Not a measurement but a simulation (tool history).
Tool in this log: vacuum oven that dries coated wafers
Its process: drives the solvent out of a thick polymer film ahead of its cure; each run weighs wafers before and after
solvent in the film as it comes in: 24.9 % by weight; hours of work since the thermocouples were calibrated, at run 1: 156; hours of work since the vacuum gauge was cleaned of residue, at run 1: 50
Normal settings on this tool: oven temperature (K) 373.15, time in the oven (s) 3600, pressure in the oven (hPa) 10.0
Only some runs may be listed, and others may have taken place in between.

| run | day | oven temperature (K) | time in the oven (s) | pressure in the oven (hPa) | hours of work since the thermocouples were calibrated | hours of work since the vacuum gauge was cleaned of residue | solvent left in the film (%) |
|---|---|---|---|---|---|---|---|
| 1 | 0.000 | 373.15 | 3600 | 10.0 | 156 | 50 | 1.74 |
| 2 | 0.662 | 373.15 | 3600 | 10.0 | 168 | 62 | 1.73 |
| 3 | 1.138 | 373.15 | 3600 | 10.0 | 176 | 71 | 1.75 |
| 4 | 1.750 | 373.15 | 3600 | 10.0 | 187 | 82 | 1.77 |
| 5 | 2.333 | 373.15 | 3600 | 10.0 | 198 | 92 | 1.75 |
| 6 | 2.883 | 373.15 | 3600 | 10.0 | 208 | 102 | 1.73 |
| 7 | 3.162 | 373.15 | 3600 | 10.0 | 213 | 108 | 1.75 |
|  | 3.308 | oven's thermocouples calibrated |
| 8 | 3.850 | 373.15 | 3600 | 10.0 | 10 | 119 | 1.73 |
| 9 | 4.129 | 362.15 | 3600 | 21.9 | 15 | 124 | 5.59 |
| 10 | 4.462 | 362.15 | 3600 | 15.9 | 21 | 130 | 5.15 |
| 11 | 4.808 | 362.15 | 3600 | 15.9 | 27 | 136 | 5.19 |
| 12 | 5.121 | 362.15 | 3600 | 15.9 | 33 | 142 | 5.15 |
|  | 5.838 | oven's thermocouples calibrated, once more |
| 13 | 5.867 | 383.15 | 3000 | 10.0 | 0 | 154 | 0.91 |
| 14 | 6.275 | 359.15 | 3900 | 18.4 | 8 | 161 | 6.14 |
| 15 | 6.762 | 359.15 | 3900 | 6.8 | 17 | 170 | 5.25 |

Run 16 is up next; what results do you expect?
| 16 | 7.425 | 359.15 | 3900 | 6.8 | 29 | 182 | ? |

{"run 16": {"solvent left in the film (%)": 5.26}}
Were there no unlogged condition in the tool, this run, its random variation unchanged, would have produced solvent left in the film (%) 5.13.
